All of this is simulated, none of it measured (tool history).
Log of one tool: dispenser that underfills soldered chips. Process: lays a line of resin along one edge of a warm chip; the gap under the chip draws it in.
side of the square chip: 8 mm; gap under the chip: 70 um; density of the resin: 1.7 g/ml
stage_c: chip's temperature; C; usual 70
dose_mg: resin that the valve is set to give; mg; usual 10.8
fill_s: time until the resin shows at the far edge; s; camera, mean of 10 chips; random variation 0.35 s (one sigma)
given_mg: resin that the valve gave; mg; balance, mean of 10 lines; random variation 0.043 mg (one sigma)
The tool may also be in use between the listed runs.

run	hour	stage_c	dose_mg	fill_s	given_mg
1	0	70	10.8	26	10.46
# hour 4.1: new syringe of resin
2	14.2	70	10.8	26	10.39
# hour 19.5: new syringe of resin
3	28.3	77	10.8	19.1	10.29
# hour 34.5: new syringe of resin
4	39	77	10.8	16.9	10.29
# hour 44.5: dispensing valve cleaned and set on the balance
5	49.8	77	10.8	21.7	10.82
# hour 50.7: new syringe of resin
6	62.9	77	10.8	20.5	10.71
# hour 66.3: new syringe of resin
7	73.1	77	10.8	17.6	10.64
# hour 81.3: new syringe of resin
8	83.5	70	12.5	20.1	12.14
9	95.7	70	10	30.1	9.72
# hour 96.8: new syringe of resin
10	108.4	70	10.8	27	10.4
# hour 111.9: new syringe of resin
11	117.2	70	10.8	23.5	10.44
# hour 128: new syringe of resin
12	128.9	70	10.8	20.6	10.35
13	138.9	70	10.8	27.8	10.32
# hour 142.2: dispensing valve cleaned and set on the balance
# hour 145.1: new syringe of resin
14	155.4	70	10.8	26.4	10.63
# hour 161.1: new syringe of resin
15	169.7	70	10.8	24.9	10.66
# hour 176.3: new syringe of resin
16	185.4	71	10.8	24.1	10.54
# hour 191.2: new syringe of resin
17	201.3	71	10.8	24.8	10.5

The next listed run, before its measurement:
# hour 207: new syringe of resin
18	209.1	71	10.8	?	?

fill_s: 19.8 s
given_mg: 10.42 mg
Without the tool's hidden state the same run would have given fill_s 17.6 s, given_mg 10.82 mg.
